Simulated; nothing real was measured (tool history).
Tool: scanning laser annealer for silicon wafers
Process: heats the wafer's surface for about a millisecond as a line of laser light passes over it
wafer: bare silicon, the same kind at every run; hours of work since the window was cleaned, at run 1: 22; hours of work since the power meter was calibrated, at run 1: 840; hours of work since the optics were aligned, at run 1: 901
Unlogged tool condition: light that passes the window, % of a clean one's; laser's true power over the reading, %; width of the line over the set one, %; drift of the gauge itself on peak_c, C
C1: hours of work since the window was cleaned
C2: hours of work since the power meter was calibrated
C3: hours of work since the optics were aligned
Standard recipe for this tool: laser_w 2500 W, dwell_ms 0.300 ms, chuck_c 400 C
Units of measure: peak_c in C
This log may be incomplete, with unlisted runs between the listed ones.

Run 1, hour 0.0: usual settings; C1 22; C2 840; C3 901. Result: peak_c 1240 C.
Run 2, hour 34.1: usual settings but dwell_ms 0.324 ms; C1 39; C2 858; C3 918. Result: peak_c 1274 C.
Run 3, hour 66.0: usual settings but dwell_ms 0.324 ms; C1 56; C2 874; C3 934. Result: peak_c 1275 C.
Run 4, hour 101.7: usual settings; C1 74; C2 892; C3 952. Result: peak_c 1238 C.
Run 5, hour 137.5: usual settings; C1 92; C2 910; C3 970. Result: peak_c 1239 C.
Run 6, hour 169.0: usual settings but dwell_ms 0.222 ms; C1 108; C2 926; C3 986. Result: peak_c 1115 C.
Run 7, hour 212.9: usual settings; C1 130; C2 948; C3 1008. Result: peak_c 1239 C.
Run 8, hour 236.9: usual settings; C1 142; C2 960; C3 1021. Result: peak_c 1239 C.
Run 9, hour 265.0: usual settings; C1 156; C2 974; C3 1035. Result: peak_c 1239 C.
Run 10, hour 291.2: usual settings; C1 169; C2 988; C3 1048. Result: peak_c 1241 C.
Run 11, hour 317.1: usual settings; C1 183; C2 1001; C3 1061. Result: peak_c 1239 C.
Run 12, hour 341.4: usual settings but dwell_ms 0.324 ms; C1 195; C2 1013; C3 1073. Result: peak_c 1273 C.
Run 13, hour 369.8: usual settings but dwell_ms 0.324 ms; C1 209; C2 1027; C3 1088. Result: peak_c 1275 C.
Run 14, hour 394.3: usual settings but dwell_ms 0.324 ms; C1 222; C2 1040; C3 1100. Result: peak_c 1271 C.
Run 15, hour 414.7: usual settings; C1 232; C2 1050; C3 1110. Result: peak_c 1241 C.
Run 16, hour 438.1: usual settings; C1 244; C2 1062; C3 1122. Result: peak_c 1237 C.
Run 17, hour 464.5: usual settings; C1 257; C2 1075; C3 1136. Result: peak_c 1238 C.
Run 18, hour 507.1: usual settings; C1 279; C2 1097; C3 1157. Result: peak_c 1238 C.
Run 19, hour 542.0: usual settings; C1 296; C2 1114; C3 1175. Result: peak_c 1239 C.
Run 20, hour 565.3: usual settings; C1 308; C2 1126; C3 1187. Result: peak_c 1238 C.
Run 21, hour 591.3: usual settings but chuck_c 437 C; C1 321; C2 1139; C3 1200. Result: peak_c 1273 C.
Run 22, hour 612.9: usual settings but laser_w 2677 W, dwell_ms 0.376 ms, chuck_c 369 C; C1 332; C2 1150; C3 1211. Result: peak_c 1376 C.
Run 23, hour 638.8: usual settings but laser_w 2417 W, chuck_c 438 C; C1 345; C2 1163; C3 1224. Result: peak_c 1247 C.
Run 24, hour 678.8: usual settings but laser_w 2242 W, dwell_ms 0.272 ms, chuck_c 364 C; C1 365; C2 1184; C3 1244. Result: peak_c 1086 C.
Run 25, hour 706.0: usual settings but laser_w 2242 W, dwell_ms 0.272 ms, chuck_c 364 C; C1 379; C2 1197; C3 1258. Result: peak_c 1086 C.
At hour 727.6: window over the wafer cleaned.
Run 26, hour 731.9: usual settings but laser_w 2659 W; C1 2; C2 1210; C3 1270. Result: peak_c 1292 C.
Run 27, hour 755.4: usual settings but laser_w 2359 W, dwell_ms 0.245 ms, chuck_c 365 C; C1 14; C2 1221; C3 1282. Result: peak_c 1080 C.
Run 28, hour 782.9: usual settings but laser_w 2378 W, dwell_ms 0.311 ms, chuck_c 379 C; C1 28; C2 1235; C3 1296. Result: peak_c 1196 C.
Run 29, hour 821.2: usual settings but laser_w 2353 W, dwell_ms 0.217 ms, chuck_c 403 C; C1 47; C2 1255; C3 1315. Result: peak_c 1073 C.
Run 30, hour 855.0: usual settings but laser_w 2353 W, dwell_ms 0.217 ms, chuck_c 403 C; C1 64; C2 1272; C3 1332. Result: peak_c 1071 C.
Run 31, hour 894.3: usual settings but laser_w 2365 W, dwell_ms 0.370 ms, chuck_c 420 C; C1 84; C2 1292; C3 1352. Result: peak_c 1313 C.
Run 32, hour 921.9: usual settings but laser_w 2365 W, dwell_ms 0.370 ms, chuck_c 420 C; C1 98; C2 1306; C3 1366. Result: peak_c 1311 C.
Run 33, hour 964.5: usual settings but laser_w 2365 W, dwell_ms 0.370 ms, chuck_c 420 C; C1 120; C2 1327; C3 1387. Result: peak_c 1313 C.
Run 34, hour 1005.4: usual settings but laser_w 2220 W, dwell_ms 0.370 ms, chuck_c 420 C; C1 140; C2 1348; C3 1408. Result: peak_c 1259 C.
Run 35, hour 1048.2: usual settings but laser_w 2220 W, dwell_ms 0.370 ms, chuck_c 420 C; C1 162; C2 1369; C3 1430. Result: peak_c 1260 C.
Run 36, hour 1079.2: usual settings but dwell_ms 0.347 ms; C1 178; C2 1385; C3 1445. Result: peak_c 1310 C.
Run 37, hour 1117.2: usual settings but dwell_ms 0.347 ms; C1 197; C2 1404; C3 1465. Result: peak_c 1308 C.
Run 38, hour 1154.6: usual settings but laser_w 2231 W, dwell_ms 0.216 ms, chuck_c 425 C; C1 216; C2 1423; C3 1484. Result: peak_c 1062 C.
Run 39, hour 1187.7: usual settings but laser_w 2635 W, dwell_ms 0.216 ms, chuck_c 425 C; C1 233; C2 1440; C3 1500. Result: peak_c 1169 C.
Run 40, hour 1218.8: usual settings but laser_w 2635 W, dwell_ms 0.216 ms, chuck_c 425 C; C1 248; C2 1456; C3 1516. Result: peak_c 1166 C.
Run 41, hour 1257.0: usual settings but laser_w 2394 W, dwell_ms 0.214 ms, chuck_c 396 C; C1 268; C2 1475; C3 1535. Result: peak_c 1073 C.
Run 42, hour 1276.6: usual settings but dwell_ms 0.299 ms, chuck_c 381 C; C1 278; C2 1485; C3 1545. Result: peak_c 1221 C.

Each row is a separate what-if for the run after 42, all from the same tool condition, not one after another. Results?
Run A, hour 1311.2: usual settings but dwell_ms 0.222 ms, chuck_c 367 C; C1 295; C2 1502; C3 1563. Result: peak_c ?.
Run B, hour 1311.2: usual settings but dwell_ms 0.269 ms, chuck_c 387 C; C1 295; C2 1502; C3 1563. Result: peak_c ?.
Run C, hour 1311.2: usual settings but laser_w 2467 W, dwell_ms 0.346 ms, chuck_c 379 C; C1 295; C2 1502; C3 1563. Result: peak_c ?.

run  peak_c
  A    1084
  B    1179
  C    1270
Take away the tool's hidden state, keep each run's random variation, and the runs would have read:
run  peak_c
  A    1085
  B    1181
  C    1271

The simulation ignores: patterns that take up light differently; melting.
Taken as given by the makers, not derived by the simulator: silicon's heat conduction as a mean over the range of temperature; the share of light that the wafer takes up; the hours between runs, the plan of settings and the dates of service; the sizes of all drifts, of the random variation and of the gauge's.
